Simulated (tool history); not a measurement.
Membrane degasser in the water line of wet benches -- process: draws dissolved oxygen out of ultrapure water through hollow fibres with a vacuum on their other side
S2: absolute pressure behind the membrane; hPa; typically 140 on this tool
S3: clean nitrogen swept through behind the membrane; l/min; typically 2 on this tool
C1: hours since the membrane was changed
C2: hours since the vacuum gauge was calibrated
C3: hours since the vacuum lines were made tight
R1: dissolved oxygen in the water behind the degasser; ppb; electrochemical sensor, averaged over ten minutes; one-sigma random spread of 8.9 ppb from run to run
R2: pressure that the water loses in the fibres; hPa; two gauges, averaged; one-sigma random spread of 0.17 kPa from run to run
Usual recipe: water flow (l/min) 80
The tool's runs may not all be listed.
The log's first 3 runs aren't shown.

{"run": 4, "hour": 591.3, "water flow (l/min)": 80, "S2": 140, "S3": 2, "C1": 3333, "C2": 3747, "C3": 3747, "R1": 992.9, "R2": 283.2}
{"run": 5, "hour": 714.0, "water flow (l/min)": 80, "S2": 140, "S3": 2, "C1": 3455, "C2": 3869, "C3": 3869, "R1": 998.7, "R2": 282.5}
{"run": 6, "hour": 940.8, "water flow (l/min)": 80, "S2": 140, "S3": 2, "C1": 3682, "C2": 4096, "C3": 4096, "R1": 1008, "R2": 285.4}
{"run": 7, "hour": 1173.9, "water flow (l/min)": 80, "S2": 140, "S3": 2, "C1": 3915, "C2": 4329, "C3": 4329, "R1": 1004.8, "R2": 280.4}
{"run": 8, "hour": 1329.2, "water flow (l/min)": 80, "S2": 140, "S3": 2, "C1": 4070, "C2": 4484, "C3": 4484, "R1": 1015.3, "R2": 284.3}
{"run": 9, "hour": 1617.0, "water flow (l/min)": 80, "S2": 89, "S3": 2, "C1": 4358, "C2": 4772, "C3": 4772, "R1": 662.4, "R2": 284.4}
{"run": 10, "hour": 1840.4, "water flow (l/min)": 80, "S2": 97, "S3": 2, "C1": 4582, "C2": 4996, "C3": 4996, "R1": 721.3, "R2": 285.7}
{"run": 11, "hour": 1976.8, "water flow (l/min)": 80, "S2": 140, "S3": 2, "C1": 4718, "C2": 5132, "C3": 5132, "R1": 1008.3, "R2": 283.6}
{"run": 12, "hour": 2247.4, "water flow (l/min)": 80, "S2": 140, "S3": 2, "C1": 4989, "C2": 5403, "C3": 5403, "R1": 1011.5, "R2": 289.2}
{"run": 13, "hour": 2525.0, "water flow (l/min)": 80, "S2": 140, "S3": 2, "C1": 5266, "C2": 5680, "C3": 5680, "R1": 1006.9, "R2": 287.9}
{"run": 14, "hour": 2685.0, "water flow (l/min)": 80, "S2": 144, "S3": 2, "C1": 5426, "C2": 5840, "C3": 5840, "R1": 1034, "R2": 287.4}
{"run": 15, "hour": 2822.7, "water flow (l/min)": 80, "S2": 144, "S3": 2, "C1": 5564, "C2": 5978, "C3": 5978, "R1": 1046.5, "R2": 285.4}
{"run": 16, "hour": 3092.7, "water flow (l/min)": 80, "S2": 144, "S3": 2, "C1": 5834, "C2": 6248, "C3": 6248, "R1": 1054, "R2": 289}
{"run": 17, "hour": 3309.6, "water flow (l/min)": 80, "S2": 140, "S3": 1.84, "C1": 6051, "C2": 6465, "C3": 6465, "R1": 1083, "R2": 289.4}
{"run": 18, "hour": 3464.3, "water flow (l/min)": 80, "S2": 140, "S3": 1.84, "C1": 6206, "C2": 6620, "C3": 6620, "R1": 1093.1, "R2": 288.7}
{"hour": 3600.6, "done": "seals of the vacuum lines changed"}
{"run": 19, "hour": 3722.1, "water flow (l/min)": 80, "S2": 140, "S3": 1.84, "C1": 6461, "C2": 6875, "C3": 122, "R1": 1094.9, "R2": 288.4}
{"hour": 3794.6, "done": "vacuum gauge calibrated"}
{"run": 20, "hour": 3978.4, "water flow (l/min)": 80, "S2": 140, "S3": 1.84, "C1": 6717, "C2": 184, "C3": 377, "R1": 1058.4, "R2": 292}
{"run": 21, "hour": 4133.0, "water flow (l/min)": 80, "S2": 140, "S3": 1.53, "C1": 6872, "C2": 338, "C3": 532, "R1": 1178.9, "R2": 291.3}
{"run": 22, "hour": 4357.4, "water flow (l/min)": 80, "S2": 140, "S3": 1.53, "C1": 7096, "C2": 563, "C3": 756, "R1": 1183.2, "R2": 294}
{"run": 23, "hour": 4478.4, "water flow (l/min)": 80, "S2": 234, "S3": 1.53, "C1": 7217, "C2": 684, "C3": 877, "R1": 1864.5, "R2": 292.1}
{"run": 24, "hour": 4725.3, "water flow (l/min)": 69, "S2": 217, "S3": 1.49, "C1": 7464, "C2": 931, "C3": 1124, "R1": 1552.7, "R2": 248.4}

The next listed run, before its measurement:
{"run": 25, "hour": 4980.1, "water flow (l/min)": 69, "S2": 217, "S3": 1.49, "C1": 7719, "C2": 1185, "C3": 1379, "R1": "?", "R2": "?"}

Run 25 yielded R1 1541.4 ppb, R2 253.2 hPa.
The same run, on a tool lacking any hidden state, would have yielded R1 1507.2 ppb, R2 236.4 hPa.
